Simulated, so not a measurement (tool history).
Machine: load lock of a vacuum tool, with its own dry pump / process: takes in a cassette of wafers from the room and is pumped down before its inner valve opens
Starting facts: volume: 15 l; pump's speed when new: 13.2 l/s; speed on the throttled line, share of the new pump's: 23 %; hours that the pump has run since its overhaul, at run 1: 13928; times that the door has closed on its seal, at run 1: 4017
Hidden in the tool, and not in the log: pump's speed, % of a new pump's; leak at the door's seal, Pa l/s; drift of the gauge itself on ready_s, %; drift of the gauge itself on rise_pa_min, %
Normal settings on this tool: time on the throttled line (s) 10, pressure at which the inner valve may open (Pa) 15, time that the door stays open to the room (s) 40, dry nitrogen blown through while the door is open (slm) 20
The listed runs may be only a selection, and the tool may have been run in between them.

run	hour	time on the throttled line (s)	pressure at which the inner valve may open (Pa)	time that the door stays open to the room (s)	dry nitrogen blown through while the door is open (slm)	hours that the pump has run since its overhaul	times that the door has closed on its seal	incoming humidity of the room's air, %	time from the closed door until the inner valve may open (s)	rise of the pressure with all valves shut (Pa/min)
1	0	10	15	40	20	13928	4017	47.2	19.11	0.065
2	182.5	10	15	40	20	14111	4749	45.3	19.29	0.073
3	397.6	10	15	40	20	14326	5612	45.9	19.28	0.082
4	566	10	15	40	20	14494	6289	43.8	19.3	0.077
# hour 648.7: dry pump taken out, an overhauled one fitted
5	756.5	10	15	40	20	108	7029	46.6	17.71	0.081
6	1051.1	10	15	40	20	402	8211	40.1	17.61	0.081
7	1392.2	10	18	40	20	744	9580	48.2	17.73	0.1
8	1586.8	10	18	40	20	938	10361	43.9	17.72	0.097
9	1965.5	10	15	40	20	1317	11881	48.5	17.79	0.121
10	2275.2	10	15	40	20	1627	13124	45.6	17.94	0.123
11	2519.9	7	15	40	20	1871	14106	46.4	15.61	0.131
12	2840.8	10	15	40	20	2192	15394	45.3	17.94	0.143
13	3032.9	10	15	40	20	2384	16165	44.2	18.04	0.14
14	3202.2	10	15	40	20	2554	16844	47.5	17.96	0.152
15	3363.4	10	15	40	20	2715	17491	50.1	17.97	0.159
16	3558.9	10	15	36	20	2910	18275	45.6	18.01	0.158
17	3738.5	10	15	40	20	3090	18996	42.7	18.06	0.17
18	4088.2	10	15	40	20	3440	20400	45.7	18.08	0.185
19	4301.3	10	15	40	20	3653	21255	43.5	18.11	0.194
20	4634.1	10	15	40	6	3985	22591	44.9	18.16	0.232
21	4832.5	10	15	42	19	4184	23387	44.5	18.14	0.22
22	5187.5	11	27	28	37	4539	24811	40.5	18.32	0.21
23	5463.2	11	27	28	37	4815	25918	45	18.38	0.234
24	5799.5	10	25	40	20	5151	27268	44	17.74	0.26
25	6086.2	10	15	86	20	5438	28418	43.9	18.34	0.281
26	6307.5	10	15	86	20	5659	29307	47.8	18.35	0.299
27	6704.1	10	15	86	20	6055	30898	45.4	18.42	0.324
28	6952.5	10	15	86	20	6304	31895	45.7	18.45	0.333
29	7215.5	14	15	173	20	6567	32950	42.6	21.37	0.36
30	7436.5	8	15	170	10	6788	33838	40.3	17.04	0.381
31	7814.5	8	15	170	10	7166	35354	47.6	17.01	0.421
32	8176.5	10	15	33	20	7528	36807	47.1	18.59	0.392
33	8488.4	10	15	33	20	7840	38059	43.9	18.78	0.395
34	8660.3	10	16	33	20	8012	38749	44	18.7	0.41
35	8834.8	10	16	33	20	8186	39449	40.6	18.68	0.415
36	9076.5	16	15	40	20	8428	40419	42.8	23.13	0.434

For each entry between runs, how does the tool's hidden state at the last listed run before it compare with that at the first listed run after it?
Run 4 -> run 5: dry pump taken out, an overhauled one fitted (hour 648.7)
  pump's speed, % of a new pump's: 83.3 -> 99.7; leak at the door's seal, Pa l/s: 0.0078 -> 0.0086
  measured less the result without the state, time from the closed door until the inner valve may open (s): +1.58 -> +0.02; rise of the pressure with all valves shut (Pa/min): +0.024 -> +0.026

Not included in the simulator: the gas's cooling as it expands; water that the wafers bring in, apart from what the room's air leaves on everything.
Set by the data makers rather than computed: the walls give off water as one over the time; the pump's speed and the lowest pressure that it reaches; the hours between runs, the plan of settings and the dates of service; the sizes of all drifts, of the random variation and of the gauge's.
